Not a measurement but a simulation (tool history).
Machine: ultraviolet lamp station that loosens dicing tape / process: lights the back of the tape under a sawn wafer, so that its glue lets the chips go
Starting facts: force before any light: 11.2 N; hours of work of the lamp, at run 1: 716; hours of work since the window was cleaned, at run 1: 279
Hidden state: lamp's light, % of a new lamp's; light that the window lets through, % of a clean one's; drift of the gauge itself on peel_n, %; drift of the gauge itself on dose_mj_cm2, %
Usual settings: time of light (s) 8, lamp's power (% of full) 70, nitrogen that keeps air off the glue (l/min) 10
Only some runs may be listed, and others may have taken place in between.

| run | day | time of light (s) | lamp's power (% of full) | nitrogen that keeps air off the glue (l/min) | hours of work of the lamp | hours of work since the window was cleaned | force that peels the tape off (N) | light that reached the tape (mJ/cm2) |
|---|---|---|---|---|---|---|---|---|
| 1 | 0.000 | 8 | 70 | 10 | 716 | 279 | 0.726 | 524 |
| 2 | 2.242 | 8 | 70 | 10 | 744 | 307 | 0.723 | 520 |
| 3 | 3.871 | 8 | 70 | 10 | 765 | 328 | 0.695 | 516 |
|  | 4.100 | window cleaned of glue's vapour |
| 4 | 6.750 | 8 | 70 | 10 | 801 | 33 | 0.700 | 523 |
| 5 | 9.346 | 8 | 70 | 10 | 834 | 66 | 0.700 | 523 |
| 6 | 12.667 | 8 | 70 | 10 | 876 | 108 | 0.681 | 525 |
| 7 | 14.604 | 8 | 70 | 10 | 900 | 133 | 0.681 | 522 |
| 8 | 17.462 | 8 | 70 | 10 | 936 | 169 | 0.691 | 522 |
| 9 | 19.421 | 8 | 70 | 10 | 961 | 194 | 0.745 | 525 |
| 10 | 22.188 | 8 | 70 | 10 | 996 | 229 | 0.741 | 521 |
| 11 | 23.683 | 8 | 100 | 10 | 1015 | 247 | 0.283 | 750 |
| 12 | 26.629 | 8 | 100 | 10 | 1052 | 285 | 0.272 | 748 |
| 13 | 28.017 | 9 | 100 | 10 | 1070 | 302 | 0.208 | 843 |
| 14 | 29.379 | 9 | 90 | 10 | 1087 | 319 | 0.274 | 750 |
|  | 30.258 | window cleaned of glue's vapour |
| 15 | 30.838 | 9 | 90 | 10 | 1105 | 7 | 0.276 | 758 |
| 16 | 33.717 | 8 | 70 | 10 | 1142 | 44 | 0.709 | 521 |
| 17 | 36.858 | 8 | 70 | 10 | 1181 | 83 | 0.715 | 528 |
| 18 | 38.275 | 8 | 70 | 10 | 1199 | 101 | 0.708 | 520 |
| 19 | 40.262 | 8 | 70 | 10 | 1224 | 126 | 0.727 | 521 |
| 20 | 41.729 | 8 | 70 | 10 | 1243 | 145 | 0.726 | 528 |
| 21 | 43.762 | 8 | 70 | 10 | 1268 | 171 | 0.726 | 522 |
| 22 | 46.883 | 8 | 70 | 8 | 1308 | 210 | 0.847 | 520 |
| 23 | 49.400 | 8 | 70 | 8 | 1340 | 242 | 0.853 | 519 |
| 24 | 51.933 | 9 | 75 | 15 | 1372 | 274 | 0.318 | 626 |
| 25 | 54.704 | 8 | 72 | 13 | 1407 | 309 | 0.537 | 540 |
|  | 56.408 | window cleaned of glue's vapour |
| 26 | 56.654 | 8 | 71 | 4 | 1431 | 3 | 1.367 | 534 |
| 27 | 58.783 | 10 | 99 | 18 | 1458 | 30 | 0.122 | 927 |
| 28 | 61.821 | 10 | 99 | 18 | 1496 | 68 | 0.122 | 912 |
| 29 | 64.129 | 7 | 93 | 10 | 1526 | 98 | 0.484 | 605 |
| 30 | 66.583 | 8 | 89 | 16 | 1557 | 129 | 0.256 | 665 |
| 31 | 68.054 | 7 | 89 | 4 | 1575 | 147 | 1.129 | 582 |
| 32 | 71.058 | 4 | 70 | 19 | 1613 | 185 | 2.139 | 261 |
| 33 | 73.254 | 5 | 79 | 5 | 1641 | 213 | 2.349 | 366 |
| 34 | 75.396 | 10 | 94 | 9 | 1668 | 240 | 0.208 | 876 |
| 35 | 78.033 | 10 | 62 | 5 | 1701 | 273 | 0.957 | 579 |
| 36 | 81.333 | 15 | 74 | 10 | 1743 | 315 | 0.136 | 1035 |
|  | 82.592 | window cleaned of glue's vapour |
| 37 | 84.238 | 10 | 70 | 10 | 1779 | 21 | 0.388 | 655 |
| 38 | 86.954 | 10 | 94 | 6 | 1814 | 55 | 0.272 | 868 |
| 39 | 88.808 | 5 | 71 | 6 | 1837 | 79 | 2.406 | 329 |

Run 40 comes next. What will it give?
| 40 | 91.188 | 8 | 71 | 12 | 1867 | 109 | ? | ? |

Run 40 produced force that peels the tape off (N) 0.600, light that reached the tape (mJ/cm2) 525.
If the tool had no hidden condition, the same run with the same run-to-run variation would have returned force that peels the tape off (N) 0.596, light that reached the tape (mJ/cm2) 526.

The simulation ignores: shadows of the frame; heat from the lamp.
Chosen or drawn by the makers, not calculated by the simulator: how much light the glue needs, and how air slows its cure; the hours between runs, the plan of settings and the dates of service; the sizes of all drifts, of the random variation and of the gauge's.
